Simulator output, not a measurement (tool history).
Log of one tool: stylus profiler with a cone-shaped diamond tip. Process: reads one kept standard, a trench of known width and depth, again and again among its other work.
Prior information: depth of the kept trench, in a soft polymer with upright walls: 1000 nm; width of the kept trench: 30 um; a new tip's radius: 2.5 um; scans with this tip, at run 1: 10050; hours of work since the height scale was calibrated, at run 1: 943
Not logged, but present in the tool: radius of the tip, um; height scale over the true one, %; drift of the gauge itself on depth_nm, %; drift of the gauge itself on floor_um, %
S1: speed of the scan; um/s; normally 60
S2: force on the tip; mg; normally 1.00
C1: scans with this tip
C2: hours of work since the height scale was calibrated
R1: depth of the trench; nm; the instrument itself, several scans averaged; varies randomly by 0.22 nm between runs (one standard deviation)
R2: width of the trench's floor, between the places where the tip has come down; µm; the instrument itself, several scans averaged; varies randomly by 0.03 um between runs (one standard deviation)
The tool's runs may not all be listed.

run	hour	S1	S2	C1	C2	R1	R2
1	0.0	60	1.00	10050	943	1006.73	23.58
2	33.1	60	1.00	10298	967	1006.56	23.61
3	86.0	60	1.00	10695	1004	1006.66	23.47
4	136.0	60	1.00	11070	1039	1006.68	23.44
5	176.7	60	1.00	11375	1068	1007.08	23.42
6	219.0	60	1.00	11692	1098	1006.50	23.40
7	278.1	60	2.45	12136	1139	1010.15	23.50
# hour 284.6: height scale calibrated on a step standard
8	345.8	28	1.06	12640	43	1008.99	23.47
9	406.4	43	0.35	13094	86	1006.62	23.07
10	479.7	81	1.00	13644	137	1009.07	23.01
11	521.9	81	2.71	13960	167	1012.80	23.16
# hour 541.2: height scale calibrated on a step standard, once more
12	584.4	115	1.26	14425	30	1004.76	22.67
13	636.1	115	1.26	14813	67	1005.35	22.63

Forecast each of these 4 alternatives for the next run:
A	690.5	62	1.37	15221	105	?	?
B	690.5	23	0.72	15221	105	?	?
C	690.5	43	1.26	15221	105	?	?
D	690.5	60	0.44	15221	105	?	?

run	R1	R2
A	1005.94	22.90
B	1003.78	23.14
C	1004.88	23.07
D	1002.42	22.64
Take away the tool's hidden state, keep each run's random variation, and the runs would have read:
run	R1	R2
A	1005.62	25.55
B	1003.46	25.79
C	1004.56	25.72
D	1002.10	25.30

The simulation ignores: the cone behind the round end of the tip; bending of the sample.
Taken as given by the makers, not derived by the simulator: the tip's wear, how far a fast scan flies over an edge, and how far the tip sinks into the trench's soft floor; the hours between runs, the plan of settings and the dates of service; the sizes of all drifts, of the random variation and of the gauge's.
